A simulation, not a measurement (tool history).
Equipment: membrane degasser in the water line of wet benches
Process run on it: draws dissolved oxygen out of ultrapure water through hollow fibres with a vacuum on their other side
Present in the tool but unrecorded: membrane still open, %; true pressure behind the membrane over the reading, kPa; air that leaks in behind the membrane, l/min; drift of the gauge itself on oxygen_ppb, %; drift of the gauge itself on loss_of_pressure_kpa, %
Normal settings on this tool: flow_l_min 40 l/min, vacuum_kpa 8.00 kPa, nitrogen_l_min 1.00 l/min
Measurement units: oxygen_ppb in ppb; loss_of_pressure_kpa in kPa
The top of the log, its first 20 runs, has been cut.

run	day	flow_l_min	vacuum_kpa	nitrogen_l_min	hours since the membrane was changed	hours since the vacuum gauge was calibrated	hours since the vacuum lines were made tight	oxygen_ppb	loss_of_pressure_kpa
21	80.967	34	8.00	1.22	6919	2119	6919	287.7	52.25
22	86.100	34	8.00	1.22	7042	2242	7042	286.8	51.93
23	91.254	34	8.00	2.84	7166	2366	7166	143.5	52.42
24	95.433	40	6.39	0.50	7266	2466	7266	431.6	61.47
25	99.892	40	6.39	0.50	7373	2573	7373	430.5	61.82
26	105.188	25	6.47	0.45	7500	2700	7500	336.7	38.77
27	110.371	46	6.12	1.48	7625	2825	7625	231.6	70.69
28	114.354	43	5.39	1.00	7720	2920	7720	215.6	66.48
29	116.908	49	8.20	0.94	7782	2982	7782	527.6	75.59
30	121.138	49	8.20	0.94	7883	3083	7883	522.5	76.18
31	123.817	27	6.11	0.72	7947	3148	7947	226.1	41.53
32	129.296	40	18.78	0.93	8079	3279	8079	1182.2	61.77

Alternative continuations, all from the tool just after run 32; predict every row:
A	134.450	41	8.00	1.00	8203	3403	8203	?	?
B	134.450	47	10.39	1.76	8203	3403	8203	?	?
C	134.450	43	6.27	0.64	8203	3403	8203	?	?

run	oxygen_ppb	loss_of_pressure_kpa
A	398.9	63.73
B	441.2	72.96
C	385.4	66.35
Take away the tool's hidden state, keep each run's random variation, and the runs would have read:
run	oxygen_ppb	loss_of_pressure_kpa
A	387.9	60.76
B	426.7	69.55
C	372.3	63.24
